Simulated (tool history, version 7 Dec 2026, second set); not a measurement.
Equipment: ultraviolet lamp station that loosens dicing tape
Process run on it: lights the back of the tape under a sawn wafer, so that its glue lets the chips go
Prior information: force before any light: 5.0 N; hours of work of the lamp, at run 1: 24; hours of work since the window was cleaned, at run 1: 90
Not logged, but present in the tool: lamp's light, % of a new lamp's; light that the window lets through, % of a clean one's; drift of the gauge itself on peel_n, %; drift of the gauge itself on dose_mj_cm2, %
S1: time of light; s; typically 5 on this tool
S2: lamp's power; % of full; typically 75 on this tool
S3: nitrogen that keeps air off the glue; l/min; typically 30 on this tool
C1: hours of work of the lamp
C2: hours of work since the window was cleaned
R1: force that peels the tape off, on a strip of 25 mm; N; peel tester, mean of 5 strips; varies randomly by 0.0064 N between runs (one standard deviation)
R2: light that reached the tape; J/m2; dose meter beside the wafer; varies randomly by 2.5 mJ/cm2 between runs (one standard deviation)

Run 1, day 0: usual settings; C1 24; C2 90. Result: R1 0.229 N, R2 2810 J/m2.
Run 2, day 0.375: usual settings; C1 30; C2 96. Result: R1 0.231 N, R2 2850 J/m2.
Run 3, day 0.817: usual settings; C1 38; C2 104. Result: R1 0.225 N, R2 2810 J/m2.
Run 4, day 1.229: usual settings; C1 45; C2 111. Result: R1 0.226 N, R2 2740 J/m2.
Run 5, day 1.504: usual settings but S3 29 l/min; C1 50; C2 116. Result: R1 0.238 N, R2 2800 J/m2.
Run 6, day 1.7: usual settings; C1 53; C2 119. Result: R1 0.237 N, R2 2760 J/m2.
Run 7, day 1.912: usual settings; C1 57; C2 123. Result: R1 0.245 N, R2 2780 J/m2.
Run 8, day 2.342: usual settings but S3 24 l/min; C1 64; C2 130. Result: R1 0.277 N, R2 2680 J/m2.
Run 9, day 2.767: usual settings but S3 24 l/min; C1 72; C2 138. Result: R1 0.287 N, R2 2730 J/m2.
Run 10, day 3.058: usual settings but S2 74 % of full; C1 77; C2 143. Result: R1 0.242 N, R2 2640 J/m2.
Run 11, day 3.454: usual settings but S2 74 % of full; C1 84; C2 149. Result: R1 0.229 N, R2 2670 J/m2.
Run 12, day 3.8: usual settings but S1 10 s; C1 90; C2 155. Result: R1 0.111 N, R2 5400 J/m2.
Run 13, day 4.058: usual settings but S1 10 s; C1 94; C2 160. Result: R1 0.111 N, R2 5370 J/m2.
Run 14, day 4.408: usual settings but S2 69 % of full; C1 100; C2 166. Result: R1 0.296 N, R2 2420 J/m2.
Run 15, day 4.675: usual settings but S2 92 % of full; C1 105; C2 171. Result: R1 0.168 N, R2 3220 J/m2.
Run 16, day 5.021: usual settings but S2 92 % of full; C1 111; C2 177. Result: R1 0.174 N, R2 3250 J/m2.
Run 17, day 5.375: usual settings but S2 92 % of full; C1 117; C2 183. Result: R1 0.174 N, R2 3240 J/m2.
Run 18, day 5.625: usual settings but S2 92 % of full; C1 121; C2 187. Result: R1 0.169 N, R2 3240 J/m2.
Run 19, day 6.017: usual settings but S2 92 % of full; C1 128; C2 194. Result: R1 0.176 N, R2 3210 J/m2.
At day 6.079: window cleaned of glue's vapour.
Run 20, day 6.275: usual settings but S2 92 % of full; C1 132; C2 3. Result: R1 0.199 N, R2 3060 J/m2.
Run 21, day 6.588: usual settings but S2 92 % of full; C1 137; C2 9. Result: R1 0.196 N, R2 3030 J/m2.
Run 22, day 6.879: usual settings but S2 62 % of full; C1 142; C2 14. Result: R1 0.421 N, R2 2010 J/m2.
At day 7.196: window cleaned of glue's vapour, once more.
Run 23, day 7.267: usual settings but S1 9 s, S2 98 % of full, S3 58 l/min; C1 149; C2 1. Result: R1 0.112 N, R2 6830 J/m2.
Run 24, day 7.638: usual settings but S1 2 s, S2 78 % of full, S3 16 l/min; C1 155; C2 8. Result: R1 1.552 N, R2 1220 J/m2.
Run 25, day 7.921: usual settings but S1 2 s, S2 78 % of full, S3 16 l/min; C1 160; C2 13. Result: R1 1.478 N, R2 1240 J/m2.
Run 26, day 8.217: usual settings but S2 78 % of full, S3 14 l/min; C1 165; C2 18. Result: R1 0.367 N, R2 3020 J/m2.
Run 27, day 8.525: usual settings but S2 85 % of full, S3 14 l/min; C1 171; C2 23. Result: R1 0.313 N, R2 3270 J/m2.
Run 28, day 8.854: usual settings but S2 69 % of full; C1 176; C2 29. Result: R1 0.255 N, R2 2620 J/m2.
Run 29, day 9.175: usual settings but S2 62 % of full; C1 182; C2 34. Result: R1 0.328 N, R2 2340 J/m2.
Run 30, day 9.467: usual settings but S2 62 % of full; C1 187; C2 39. Result: R1 0.316 N, R2 2330 J/m2.
Run 31, day 9.779: usual settings but S2 62 % of full, S3 39 l/min; C1 192; C2 45. Result: R1 0.263 N, R2 2360 J/m2.
Run 32, day 9.979: usual settings but S1 6 s, S2 78 % of full, S3 45 l/min; C1 196; C2 48. Result: R1 0.135 N, R2 3510 J/m2.
Run 33, day 10.208: usual settings but S2 78 % of full, S3 45 l/min; C1 200; C2 52. Result: R1 0.151 N, R2 2900 J/m2.
Run 34, day 10.483: usual settings but S1 2 s, S2 76 % of full, S3 27 l/min; C1 204; C2 57. Result: R1 1.177 N, R2 1140 J/m2.
Run 35, day 10.875: usual settings but S1 7 s, S3 9 l/min; C1 211; C2 64. Result: R1 0.308 N, R2 3870 J/m2.
Run 36, day 11.321: usual settings but S1 7 s, S3 9 l/min; C1 219; C2 71. Result: R1 0.317 N, R2 3830 J/m2.
Run 37, day 11.542: usual settings but S1 7 s, S3 9 l/min; C1 223; C2 75. Result: R1 0.329 N, R2 3870 J/m2.
Run 38, day 11.942: usual settings but S1 7 s, S2 67 % of full; C1 230; C2 82. Result: R1 0.144 N, R2 3400 J/m2.
Run 39, day 12.396: usual settings but S1 9 s, S2 95 % of full; C1 238; C2 90. Result: R1 0.115 N, R2 6290 J/m2.
Run 40, day 12.812: usual settings but S1 9 s, S2 95 % of full; C1 245; C2 97. Result: R1 0.114 N, R2 6200 J/m2.
Run 41, day 13.154: usual settings but S1 9 s, S2 95 % of full; C1 251; C2 103. Result: R1 0.105 N, R2 6200 J/m2.

A few steps of R1 between consecutive runs. Split each: what settings, incoming material and random variation would produce without the hidden state, and what is left over for the hidden state, along with gauge scatter present in only one of the two compared results (measured, and without hidden state):
Run 21 -> 22: S2 92 -> 62. R1 +0.225 N: hidden state +0.094, all else +0.131.
Run 22 -> 23: S1 5 -> 9, S2 62 -> 98, S3 30 -> 58, window cleaned of glue's vapour, once more. R1 -0.309 N: hidden state -0.139, all else -0.17.
Run 23 -> 24: S1 9 -> 2, S2 98 -> 78, S3 58 -> 16. R1 +1.44 N: hidden state +0.069, all else +1.371.
Run 25 -> 26: S1 2 -> 5, S3 16 -> 14. R1 -1.111 N: hidden state -0.038, all else -1.073.
Run 33 -> 34: S1 5 -> 2, S2 78 -> 76, S3 45 -> 27. R1 +1.026 N: hidden state +0.094, all else +0.932.

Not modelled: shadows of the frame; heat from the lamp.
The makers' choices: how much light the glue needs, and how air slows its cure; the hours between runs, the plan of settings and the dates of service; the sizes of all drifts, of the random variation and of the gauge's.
